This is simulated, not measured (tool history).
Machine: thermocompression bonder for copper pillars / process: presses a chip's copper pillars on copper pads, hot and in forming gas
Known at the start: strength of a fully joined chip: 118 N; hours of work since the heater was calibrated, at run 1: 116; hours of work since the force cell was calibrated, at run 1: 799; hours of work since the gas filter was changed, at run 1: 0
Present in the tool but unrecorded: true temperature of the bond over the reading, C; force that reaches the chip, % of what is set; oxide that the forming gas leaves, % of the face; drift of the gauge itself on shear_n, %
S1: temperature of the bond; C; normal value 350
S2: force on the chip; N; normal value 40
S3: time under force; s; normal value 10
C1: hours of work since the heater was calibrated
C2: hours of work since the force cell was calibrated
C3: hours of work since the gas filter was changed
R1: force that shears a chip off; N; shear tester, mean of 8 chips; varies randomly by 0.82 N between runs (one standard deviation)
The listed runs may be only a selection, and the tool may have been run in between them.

run 1 hour=0 | S1=350 S2=40 S3=10 | C1=116 C2=799 C3=0 | R1=74.8
run 2 hour=41.5 | S1=350 S2=55 S3=10 | C1=139 C2=823 C3=24 | R1=89.8
run 3 hour=84.3 | S1=350 S2=55 S3=10 | C1=164 C2=847 C3=48 | R1=88.5
run 4 hour=141.7 | S1=350 S2=40 S3=10 | C1=197 C2=880 C3=81 | R1=72.1
run 5 hour=204 | S1=350 S2=40 S3=10 | C1=232 C2=915 C3=116 | R1=71.2
run 6 hour=266.1 | S1=350 S2=40 S3=9 | C1=267 C2=950 C3=151 | R1=66.5
run 7 hour=303.3 | S1=350 S2=40 S3=9 | C1=288 C2=971 C3=173 | R1=66.8
run 8 hour=362.8 | S1=350 S2=40 S3=9 | C1=322 C2=1005 C3=206 | R1=65.4
run 9 hour=411.2 | S1=350 S2=40 S3=9 | C1=350 C2=1033 C3=234 | R1=63.9
run 10 hour=436.8 | S1=343 S2=40 S3=10 | C1=364 C2=1047 C3=249 | R1=62.6
-- hour=468.2 forming gas filter changed
run 11 hour=498.8 | S1=350 S2=40 S3=10 | C1=399 C2=1082 C3=17 | R1=69.3
run 12 hour=534.4 | S1=350 S2=40 S3=10 | C1=420 C2=1103 C3=38 | R1=70.6
run 13 hour=596.1 | S1=350 S2=40 S3=10 | C1=455 C2=1138 C3=73 | R1=68.9
run 14 hour=644.6 | S1=350 S2=40 S3=13 | C1=482 C2=1165 C3=100 | R1=73.1
run 15 hour=679.4 | S1=350 S2=40 S3=13 | C1=502 C2=1185 C3=120 | R1=73.1
run 16 hour=722.4 | S1=350 S2=40 S3=13 | C1=527 C2=1210 C3=145 | R1=71.9
run 17 hour=779.9 | S1=350 S2=40 S3=10 | C1=559 C2=1242 C3=177 | R1=63.5
-- hour=794 force cell calibrated
run 18 hour=814.4 | S1=350 S2=40 S3=10 | C1=578 C2=12 C3=196 | R1=69.6
run 19 hour=865 | S1=350 S2=40 S3=10 | C1=607 C2=40 C3=225 | R1=68.1
run 20 hour=903 | S1=350 S2=40 S3=10 | C1=629 C2=62 C3=247 | R1=66.3
-- hour=940.4 forming gas filter changed
run 21 hour=960.2 | S1=350 S2=40 S3=10 | C1=661 C2=94 C3=11 | R1=71.2
run 22 hour=994.7 | S1=364 S2=38 S3=10 | C1=680 C2=114 C3=31 | R1=76.8
run 23 hour=1032.2 | S1=373 S2=40 S3=28 | C1=702 C2=135 C3=52 | R1=102.6
run 24 hour=1092.6 | S1=373 S2=32 S3=8 | C1=736 C2=170 C3=87 | R1=67.9
run 25 hour=1154.9 | S1=373 S2=32 S3=8 | C1=772 C2=205 C3=122 | R1=66.1
run 26 hour=1217.3 | S1=369 S2=56 S3=19 | C1=807 C2=241 C3=158 | R1=101.2
run 27 hour=1254.7 | S1=329 S2=24 S3=12 | C1=828 C2=262 C3=179 | R1=36.1
run 28 hour=1303.8 | S1=353 S2=46 S3=17 | C1=856 C2=290 C3=207 | R1=84.4
run 29 hour=1347.6 | S1=353 S2=46 S3=17 | C1=881 C2=315 C3=232 | R1=82.7
run 30 hour=1394.5 | S1=353 S2=46 S3=17 | C1=908 C2=341 C3=258 | R1=82
-- hour=1407.6 forming gas filter changed
-- hour=1436.3 heater calibrated with a thermocouple chip
run 31 hour=1444.9 | S1=350 S2=49 S3=16 | C1=5 C2=369 C3=20 | R1=97.1
run 32 hour=1499.3 | S1=321 S2=28 S3=16 | C1=36 C2=400 C3=51 | R1=50
run 33 hour=1536.1 | S1=350 S2=26 S3=10 | C1=57 C2=421 C3=72 | R1=54.1
run 34 hour=1573.9 | S1=350 S2=58 S3=9 | C1=78 C2=442 C3=93 | R1=89.2
run 35 hour=1608.3 | S1=343 S2=57 S3=6 | C1=98 C2=462 C3=113 | R1=75.2
run 36 hour=1648.3 | S1=336 S2=35 S3=13 | C1=121 C2=484 C3=136 | R1=63.7
run 37 hour=1674.2 | S1=379 S2=27 S3=26 | C1=135 C2=499 C3=151 | R1=87.4
run 38 hour=1715.7 | S1=373 S2=40 S3=10 | C1=159 C2=523 C3=174 | R1=82.8
run 39 hour=1751.4 | S1=323 S2=41 S3=11 | C1=179 C2=543 C3=195 | R1=57.9
run 40 hour=1787.3 | S1=360 S2=40 S3=16 | C1=200 C2=564 C3=215 | R1=84.7
run 41 hour=1839.9 | S1=325 S2=40 S3=27 | C1=230 C2=593 C3=245 | R1=73.1

Below, some changes in R1 between adjacent runs. For each, the amount present without the hidden state too (settings, incoming material, random variation) and the amount remaining for the hidden state with gauge scatter not shared by both compared results:
Run 10 -> 11: S1 343 -> 350, forming gas filter changed. R1 +6.7 N: hidden state +5.3, all else +1.4.
Run 20 -> 21: forming gas filter changed. R1 +4.9 N: hidden state +5.6, all else -0.7.
Run 26 -> 27: S1 369 -> 329, S2 56 -> 24, S3 19 -> 12. R1 -65.1 N: hidden state +0.5, all else -65.6.
Run 27 -> 28: S1 329 -> 353, S2 24 -> 46, S3 12 -> 17. R1 +48.3 N: hidden state -5.1, all else +53.4.
Run 30 -> 31: S1 353 -> 350, S2 46 -> 49, S3 17 -> 16, forming gas filter changed, heater calibrated with a thermocouple chip. R1 +15.1 N: hidden state +14.5, all else +0.6.
Run 31 -> 32: S1 350 -> 321, S2 49 -> 28. R1 -47.1 N: hidden state -0.7, all else -46.4.
